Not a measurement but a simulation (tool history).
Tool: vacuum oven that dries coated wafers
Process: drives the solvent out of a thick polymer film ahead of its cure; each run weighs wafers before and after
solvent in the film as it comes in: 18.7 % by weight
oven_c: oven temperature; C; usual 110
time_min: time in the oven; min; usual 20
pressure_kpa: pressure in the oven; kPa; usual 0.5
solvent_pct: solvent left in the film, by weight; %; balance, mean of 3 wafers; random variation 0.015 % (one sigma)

run	day	oven_c	time_min	pressure_kpa	solvent_pct
1	0	110	20	0.5	1.26
2	1.121	110	27	0.5	0.74
3	2.454	110	27	0.5	0.76
4	4.475	110	20	0.467	1.24
5	5.379	110	20	0.5	1.27
6	6.517	110	20	0.5	1.27
7	8.217	110	20	0.5	1.32
8	9.338	110	20	0.5	1.3
9	10.829	110	20	0.5	1.29
10	12.354	110	20	0.5	1.29
11	13.367	110	20	0.5	1.26
12	15.062	110	20	0.5	1.27
13	16.542	110	20	0.5	1.28
14	17.654	102	20	0.5	2.94
15	19.583	110	29	0.5	0.74
16	20.404	110	29	0.5	0.72
17	21.417	101	20	0.5	3.2
18	22.321	110	20	0.5	1.31
19	24.025	113	20	0.5	0.94
20	25.512	113	20	0.5	0.94
21	26.483	110	20	0.5	1.31
22	27.346	110	20	0.5	1.31
23	28.817	110	20	0.5	1.31
24	29.988	110	20	0.5	1.31
25	31.392	110	20	0.5	1.32
26	33.379	99	17	0.948	4.95
27	34.417	101	17	0.429	3.87
28	36.125	101	17	0.429	3.89
# day 37.45: oven's thermocouples calibrated
29	37.7	110	13	0.5	3.12
30	39.2	116	33	1.634	1.26
31	40.592	102	20	0.263	3.2
# day 40.783: vacuum gauge cleaned of residue and calibrated
32	41.917	105	20	0.315	2.47
33	43.117	113	20	0.5	1.17
34	44.162	117	20	0.5	0.75
35	45.242	117	20	0.5	0.78
# day 46.258: vacuum gauge cleaned of residue and calibrated, once more
36	47.142	117	20	0.5	0.6
37	48.092	117	12	0.362	1.63
38	49.1	97	20	0.5	4.67
39	50.971	97	20	0.5	4.7
40	52.796	97	20	0.5	4.61
41	53.821	97	27	0.273	2.98
42	55.188	111	20	0.5	1.22
43	56.775	110	24	0.376	0.89
44	57.738	96	20	0.5	5.03
45	58.867	123	20	0.5	0.38
46	60.308	99	10	0.713	7.8
47	61.433	103	25	0.439	1.97
48	62.3	103	18	1.452	4.18

Forecast each of these 3 alternatives for the next run:
A	64.2	100	32	0.48	?
B	64.2	100	33	0.5	?
C	64.2	119	17	1.173	?

run	solvent_pct
A	1.84
B	1.76
C	1.08
Without the tool's hidden state the same runs would have given:
run	solvent_pct
A	1.7
B	1.62
C	1.01
